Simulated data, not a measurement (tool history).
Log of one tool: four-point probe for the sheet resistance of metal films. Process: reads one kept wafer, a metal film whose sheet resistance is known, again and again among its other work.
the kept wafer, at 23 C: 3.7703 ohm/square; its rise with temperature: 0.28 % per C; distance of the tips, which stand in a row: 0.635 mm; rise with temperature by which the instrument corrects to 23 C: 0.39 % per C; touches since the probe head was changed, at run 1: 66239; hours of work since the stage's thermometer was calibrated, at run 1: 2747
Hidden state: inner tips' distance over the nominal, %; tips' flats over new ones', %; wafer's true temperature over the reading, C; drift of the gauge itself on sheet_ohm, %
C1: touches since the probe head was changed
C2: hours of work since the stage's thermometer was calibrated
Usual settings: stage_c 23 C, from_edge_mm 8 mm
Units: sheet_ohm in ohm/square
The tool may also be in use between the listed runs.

run 1 hour=0.0 | stage_c=23 from_edge_mm=8 | C1=66239 C2=2747 | sheet_ohm=3.758966
run 2 hour=41.8 | stage_c=23 from_edge_mm=8 | C1=67284 C2=2774 | sheet_ohm=3.760810
run 3 hour=98.7 | stage_c=23 from_edge_mm=8 | C1=68710 C2=2811 | sheet_ohm=3.759539
run 4 hour=167.6 | stage_c=23 from_edge_mm=8 | C1=70436 C2=2856 | sheet_ohm=3.759354
run 5 hour=223.3 | stage_c=23 from_edge_mm=8 | C1=71830 C2=2892 | sheet_ohm=3.757447
run 6 hour=257.9 | stage_c=32 from_edge_mm=55 | C1=72697 C2=2914 | sheet_ohm=3.707027
-- hour=265.3 stage's thermometer calibrated
run 7 hour=302.6 | stage_c=31 from_edge_mm=8 | C1=73805 C2=24 | sheet_ohm=3.719588
run 8 hour=344.3 | stage_c=30 from_edge_mm=8 | C1=74847 C2=51 | sheet_ohm=3.724430
run 9 hour=380.0 | stage_c=18 from_edge_mm=26 | C1=75741 C2=75 | sheet_ohm=3.764052
run 10 hour=437.8 | stage_c=23 from_edge_mm=38 | C1=77188 C2=112 | sheet_ohm=3.740456

3 ways to go on from here, each from the tool as it stands after run 10. What would each give?
run A hour=489.6 | stage_c=32 from_edge_mm=62 | C1=78486 C2=146 | sheet_ohm=?
run B hour=489.6 | stage_c=33 from_edge_mm=18 | C1=78486 C2=146 | sheet_ohm=?
run C hour=489.6 | stage_c=20 from_edge_mm=8 | C1=78486 C2=146 | sheet_ohm=?

run=A sheet_ohm=3.701353
run=B sheet_ohm=3.698878
run=C sheet_ohm=3.765866
Without the tool's hidden state the same runs would have given:
run=A sheet_ohm=3.731775
run=B sheet_ohm=3.729253
run=C sheet_ohm=3.797137
